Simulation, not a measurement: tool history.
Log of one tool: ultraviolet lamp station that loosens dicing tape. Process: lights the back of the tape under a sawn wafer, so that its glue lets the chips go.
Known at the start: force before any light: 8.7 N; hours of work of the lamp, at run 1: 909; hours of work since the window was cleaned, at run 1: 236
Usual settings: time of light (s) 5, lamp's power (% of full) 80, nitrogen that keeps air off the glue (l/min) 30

run   hour  time of light (s)  lamp's power (% of full)  nitrogen that keeps air off the glue (l/min)  hours of work of the lamp  hours of work since the window was cleaned  force that peels the tape off (N)  light that reached the tape (mJ/cm2)
  1    0.0                  5                        80                                            30                        909                                         236                              1.855                                   257
  2   31.6                  5                        62                                            30                        934                                         261                              2.756                                   197
  3   56.3                  5                        62                                            30                        954                                         281                              2.726                                   192
  4   83.2                  5                        62                                            30                        975                                         302                              2.762                                   188
  5  110.2                  5                        80                                            12                        996                                         323                              3.190                                   239
  6  154.6                  5                        80                                            12                       1031                                         358                              3.208                                   235
  7  179.5                  4                        80                                            12                       1051                                         378                              3.987                                   186
  8  211.6                  6                        80                                            12                       1076                                         403                              2.847                                   276
  9  230.5                  6                        80                                            12                       1091                                         418                              2.797                                   266
 10  258.0                  6                        80                                            12                       1113                                         440                              2.907                                   260
 11  299.3                  6                        80                                            12                       1146                                         473                              3.050                                   257
 12  343.8                  6                        80                                            12                       1181                                         508                              3.220                                   248
     363.3  -- lamp changed
 13  368.8                  8                        94                                            11                          4                                         527                              0.825                                   609
 14  393.8                  5                        86                                            30                         24                                         546                              1.134                                   345
 15  429.7                  5                        86                                            30                         52                                         575                              1.226                                   340
     470.3  -- window cleaned of glue's vapour
 16  471.7                  5                        86                                            30                         85                                           1                              0.844                                   405
 17  507.6                  3                        70                                            13                        113                                          29                              3.815                                   193
 18  540.3                  3                        61                                            43                        139                                          55                              2.892                                   164
 19  572.5                  3                        90                                            43                        165                                          81                              1.719                                   236
 20  604.9                  5                        66                                            14                        190                                         106                              2.446                                   286
 21  636.3                  5                        66                                            14                        215                                         131                              2.571                                   282
 22  670.9                  8                        93                                            40                        242                                         158                              0.179                                   629

Hidden state or all else? Some run-to-run changes of force that peels the tape off (N), split into what the settings, what came in and random variation would give without the hidden state, and what is left for the hidden state (with any gauge scatter that isn't in both results):
The hidden state here: lamp's light, % of a new lamp's; light that the window lets through, % of a clean one's; drift of the gauge itself on peel_n, %; drift of the gauge itself on dose_mj_cm2, %.
Run 12 -> 13: time of light (s) 6 -> 8, lamp's power (% of full) 80 -> 94, nitrogen that keeps air off the glue (l/min) 12 -> 11, lamp changed. force that peels the tape off (N) -2.395: hidden state -1.560, all else -0.835.
Run 15 -> 16: window cleaned of glue's vapour. force that peels the tape off (N) -0.382: hidden state -0.360, all else -0.022.
Run 16 -> 17: time of light (s) 5 -> 3, lamp's power (% of full) 86 -> 70, nitrogen that keeps air off the glue (l/min) 30 -> 13. force that peels the tape off (N) +2.971: hidden state +0.098, all else +2.873.
